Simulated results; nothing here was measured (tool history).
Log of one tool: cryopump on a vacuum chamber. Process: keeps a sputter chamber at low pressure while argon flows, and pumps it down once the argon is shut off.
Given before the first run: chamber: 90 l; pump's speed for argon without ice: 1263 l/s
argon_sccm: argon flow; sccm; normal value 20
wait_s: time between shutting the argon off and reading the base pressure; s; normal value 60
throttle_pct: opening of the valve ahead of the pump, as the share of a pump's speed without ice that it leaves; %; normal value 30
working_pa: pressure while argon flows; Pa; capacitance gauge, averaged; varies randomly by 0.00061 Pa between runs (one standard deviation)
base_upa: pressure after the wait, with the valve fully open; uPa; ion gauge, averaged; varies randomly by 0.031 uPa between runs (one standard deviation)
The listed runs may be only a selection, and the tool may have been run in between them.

| run | hour | argon_sccm | wait_s | throttle_pct | working_pa | base_upa |
|---|---|---|---|---|---|---|
| 1 | 0 | 20 | 60 | 30 | 0.091 | 3.16 |
| 2 | 11.4 | 20 | 60 | 30 | 0.0908 | 3.07 |
| 3 | 27.9 | 20 | 60 | 39 | 0.0707 | 3.23 |
| 4 | 39.9 | 20 | 60 | 39 | 0.0705 | 3.21 |
| 5 | 50.4 | 20 | 60 | 30 | 0.0898 | 3.32 |
|  | 57.2 | leaking fittings of the chamber tightened, without venting |
| 6 | 66.3 | 20 | 60 | 30 | 0.0909 | 1.62 |
| 7 | 73.6 | 20 | 42 | 30 | 0.0906 | 2.22 |
| 8 | 88.7 | 20 | 42 | 30 | 0.0902 | 2.2 |
| 9 | 95.8 | 20 | 42 | 30 | 0.0901 | 2.21 |
| 10 | 112.2 | 20 | 42 | 30 | 0.0918 | 2.25 |
| 11 | 125.4 | 20 | 60 | 30 | 0.091 | 1.65 |
| 12 | 138.3 | 20 | 60 | 30 | 0.0914 | 1.64 |
| 13 | 149.3 | 20 | 60 | 30 | 0.0903 | 1.61 |
| 14 | 164.7 | 20 | 60 | 30 | 0.0924 | 1.65 |
| 15 | 177.3 | 20 | 60 | 22 | 0.1251 | 1.63 |
| 16 | 193.1 | 20 | 60 | 30 | 0.0925 | 1.7 |
| 17 | 201.7 | 20 | 60 | 43 | 0.0637 | 1.67 |

Predict the results of run 18:
| 18 | 213.2 | 20 | 60 | 43 | ? | ? |

working_pa: 0.0642 Pa
base_upa: 1.65 uPa
With no hidden state in the tool, this same run would have given working_pa 0.0621 Pa, base_upa 1.57 uPa.

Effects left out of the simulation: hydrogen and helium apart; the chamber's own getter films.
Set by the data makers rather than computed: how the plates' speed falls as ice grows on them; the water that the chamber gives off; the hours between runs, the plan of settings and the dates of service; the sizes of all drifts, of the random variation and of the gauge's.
